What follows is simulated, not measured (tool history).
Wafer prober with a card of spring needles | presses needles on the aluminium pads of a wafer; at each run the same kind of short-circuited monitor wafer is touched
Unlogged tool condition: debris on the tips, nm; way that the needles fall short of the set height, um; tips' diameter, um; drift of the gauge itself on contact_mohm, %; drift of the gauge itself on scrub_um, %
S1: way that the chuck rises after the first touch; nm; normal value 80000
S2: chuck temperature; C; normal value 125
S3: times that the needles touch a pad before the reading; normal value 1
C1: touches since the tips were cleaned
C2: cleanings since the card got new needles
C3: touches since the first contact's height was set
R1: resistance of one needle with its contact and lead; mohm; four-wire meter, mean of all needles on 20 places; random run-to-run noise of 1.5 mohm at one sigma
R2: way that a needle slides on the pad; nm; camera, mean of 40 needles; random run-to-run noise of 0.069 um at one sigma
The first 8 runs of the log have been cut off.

-- hour=167.3 tips cleaned on abrasive film
-- hour=188.0 tips cleaned on abrasive film
run 9 hour=194.6 | S1=62000 S2=125 S3=1 | C1=1526 C2=41 C3=20531 | R1=150 R2=16680
-- hour=207.9 tips cleaned on abrasive film
run 10 hour=220.4 | S1=62000 S2=125 S3=1 | C1=2895 C2=42 C3=26496 | R1=152 R2=16770
-- hour=228.8 tips cleaned on abrasive film
run 11 hour=241.1 | S1=62000 S2=125 S3=1 | C1=2843 C2=43 C3=31276 | R1=152 R2=16720
-- hour=249.9 tips cleaned on abrasive film
-- hour=271.1 tips cleaned on abrasive film
run 12 hour=275.1 | S1=80000 S2=125 S3=2 | C1=930 C2=45 C3=39128 | R1=148 R2=21690
-- hour=291.4 tips cleaned on abrasive film
run 13 hour=296.0 | S1=80000 S2=125 S3=2 | C1=1076 C2=46 C3=43979 | R1=146 R2=21690
-- hour=311.7 tips cleaned on abrasive film
run 14 hour=319.3 | S1=80000 S2=125 S3=2 | C1=1777 C2=47 C3=49361 | R1=148 R2=21680
-- hour=320.9 gauge calibrated
-- hour=332.0 tips cleaned on abrasive film
run 15 hour=333.5 | S1=80000 S2=125 S3=2 | C1=334 C2=48 C3=52623 | R1=145 R2=21230
run 16 hour=351.5 | S1=80000 S2=125 S3=2 | C1=4528 C2=48 C3=56817 | R1=145 R2=21170
-- hour=353.7 tips cleaned on abrasive film
-- hour=374.3 tips cleaned on abrasive film
run 17 hour=382.2 | S1=80000 S2=73 S3=1 | C1=1828 C2=50 C3=63898 | R1=139 R2=21220
-- hour=395.1 tips cleaned on abrasive film
run 18 hour=399.1 | S1=98000 S2=29 S3=1 | C1=929 C2=51 C3=67810 | R1=132 R2=26160

Forecast run 19:
-- hour=416.8 tips cleaned on abrasive film
run 19 hour=433.2 | S1=60000 S2=37 S3=1 | C1=3824 C2=52 C3=75708 | R1=? R2=?

Run 19 yielded R1 139 mohm, R2 16040 nm.
On a tool with no hidden condition, and with the same random variation, this run would have come out at R1 138 mohm, R2 15870 nm.
